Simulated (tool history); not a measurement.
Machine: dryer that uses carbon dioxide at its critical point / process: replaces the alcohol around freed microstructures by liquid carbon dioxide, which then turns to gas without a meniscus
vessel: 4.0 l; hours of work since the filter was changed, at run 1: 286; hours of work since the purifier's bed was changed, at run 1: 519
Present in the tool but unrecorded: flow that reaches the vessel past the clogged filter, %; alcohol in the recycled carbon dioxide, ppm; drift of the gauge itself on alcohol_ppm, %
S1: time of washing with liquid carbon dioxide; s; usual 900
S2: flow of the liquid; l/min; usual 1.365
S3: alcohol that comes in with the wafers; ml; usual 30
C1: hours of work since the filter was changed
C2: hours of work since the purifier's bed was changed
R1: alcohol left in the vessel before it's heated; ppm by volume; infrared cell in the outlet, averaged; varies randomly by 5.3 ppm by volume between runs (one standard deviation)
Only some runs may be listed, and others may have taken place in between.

run   hour    S1     S2  S3   C1   C2    R1
  1      0   900  1.365  30  286  519   342
  2   39.5   900  1.365  30  309  542   355
  3   76.6   900  1.365  30  331  564   354
  4  112.7   900  1.365  30  352  585   376
  5  150.4   900  1.365  30  374  607   387
     162.7  -- inlet filter changed
  6  205.9   900  1.365  30   25  639   325
  7  232.5   900  1.365  30   41  655   330
  8  260.1   900  1.365  30   57  671   333
  9  323.3   720  1.365  30   94  708   497
 10  370.2   540  1.365  30  121  735   889
 11  420.9   900   1.13  30  151  765   525
 12  456.5   720   2.05  32  172  785   309
 13  518.9   720   2.05  32  208  822   337
 14  579.9   900   0.93  90  244  857  2022
 15  609.6   600   1.64  71  261  875  1106
 16  644.7  1200   1.14  30  282  895   388
 17  701.5  1320  1.365  70  315  929   364
 18    732  1140  1.365  30  333  946   365
     743.3  -- purifier's bed changed
 19  779.2   900   1.33  44  358   21   308
 20  805.2   900   1.33  44  374   36   327

Run 21, settings as shown, results not yet in. Your forecast:
       817  -- inlet filter changed
 21  845.5  900  1.33  44  17  59   ?

R1: 207 ppm by volume
Minus the tool's unlogged condition, the same run would have read R1 180 ppm by volume.
